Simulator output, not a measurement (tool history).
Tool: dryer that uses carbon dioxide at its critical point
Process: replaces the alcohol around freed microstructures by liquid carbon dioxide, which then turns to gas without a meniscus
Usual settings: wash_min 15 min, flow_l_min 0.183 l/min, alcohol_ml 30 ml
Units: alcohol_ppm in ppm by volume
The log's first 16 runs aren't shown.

| run | hour | wash_min | flow_l_min | alcohol_ml | alcohol_ppm |
|---|---|---|---|---|---|
| 17 | 355.3 | 15 | 0.183 | 30 | 904 |
| 18 | 375.1 | 15 | 0.183 | 112 | 3072 |
| 19 | 401.9 | 15 | 0.183 | 112 | 3061 |
| 20 | 425.2 | 10 | 0.149 | 112 | 22802 |
| 21 | 448.4 | 10 | 0.125 | 112 | 33481 |
| 22 | 470.9 | 15 | 0.251 | 30 | 301 |
| 23 | 495.8 | 15 | 0.251 | 30 | 310 |
| 24 | 512.2 | 14 | 0.251 | 30 | 396 |
| 25 | 528.1 | 19 | 0.304 | 46 | 184 |
| 26 | 541.7 | 22 | 0.237 | 30 | 184 |
| 27 | 556.2 | 17 | 0.154 | 33 | 1401 |
| 28 | 569.1 | 22 | 0.23 | 33 | 207 |
| 29 | 584.4 | 22 | 0.23 | 33 | 198 |
| 30 | 602.5 | 22 | 0.294 | 33 | 188 |
| 31 | 616.1 | 22 | 0.217 | 38 | 222 |
| 32 | 646.9 | 20 | 0.217 | 84 | 381 |
| 33 | 659.8 | 14 | 0.217 | 84 | 1698 |
| 34 | 689.4 | 14 | 0.165 | 50 | 3252 |
|  | 709.5 | purifier's bed changed |
| 35 | 721.2 | 12 | 0.162 | 117 | 12408 |
| 36 | 741.4 | 12 | 0.298 | 30 | 232 |
| 37 | 760.7 | 11 | 0.205 | 37 | 2435 |
| 38 | 783.6 | 11 | 0.205 | 37 | 2355 |

Forecast each of these 4 alternatives for the next run:
| A | 815.1 | 9 | 0.243 | 47 | ? |
| B | 815.1 | 15 | 0.126 | 30 | ? |
| C | 815.1 | 11 | 0.136 | 108 | ? |
| D | 815.1 | 12 | 0.126 | 30 | ? |

| run | alcohol_ppm |
|---|---|
| A | 3310 |
| B | 3861 |
| C | 23080 |
| D | 6273 |
Without the tool's hidden state the same runs would have given:
| run | alcohol_ppm |
|---|---|
| A | 2789 |
| B | 3349 |
| C | 20659 |
| D | 5603 |
